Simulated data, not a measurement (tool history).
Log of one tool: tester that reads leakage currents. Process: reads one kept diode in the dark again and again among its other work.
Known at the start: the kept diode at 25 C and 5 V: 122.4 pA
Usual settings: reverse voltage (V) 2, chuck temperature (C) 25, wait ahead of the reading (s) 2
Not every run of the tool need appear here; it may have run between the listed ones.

run,hour,reverse voltage (V),chuck temperature (C),wait ahead of the reading (s),current that the tester gives (pA)
1,0,2,25,2,82.31
2,58.9,2,56,2,646.29
3,106.1,2,56,2,645.01
4,200.2,2,25,2,83.76
5,282.8,2,25,2,83.28
# hour 293.3: probe card cleaned and baked
6,353.4,2,25,2,84.49
7,451.7,2,25,2,84.82
# hour 526.1: probe card cleaned and baked, once more
8,552.2,4.71,25,1.75,124.15
9,617.7,1.35,52,2,435.06
10,726.9,2,25,0.56,87.23
11,789.5,2.71,23,1.63,85.58
12,882.9,2.71,23,1.63,86.52
# hour 910.1: chuck's temperature calibrated
13,931.7,1.2,54,1.07,447.49

Below are 4 alternative next runs, each starting from the tool's condition after run 13. Predict each:
A,1018.1,1.2,35,1.07,?
B,1018.1,3.32,24,3.34,?
C,1018.1,4.3,50,0.58,?
D,1018.1,2,59,2,?

run,current that the tester gives (pA)
A,131.66
B,95.05
C,624.5
D,764.32
With no hidden state in the tool, these same runs would have given:
run,current that the tester gives (pA)
A,132.06
B,95.03
C,627.13
D,768.22
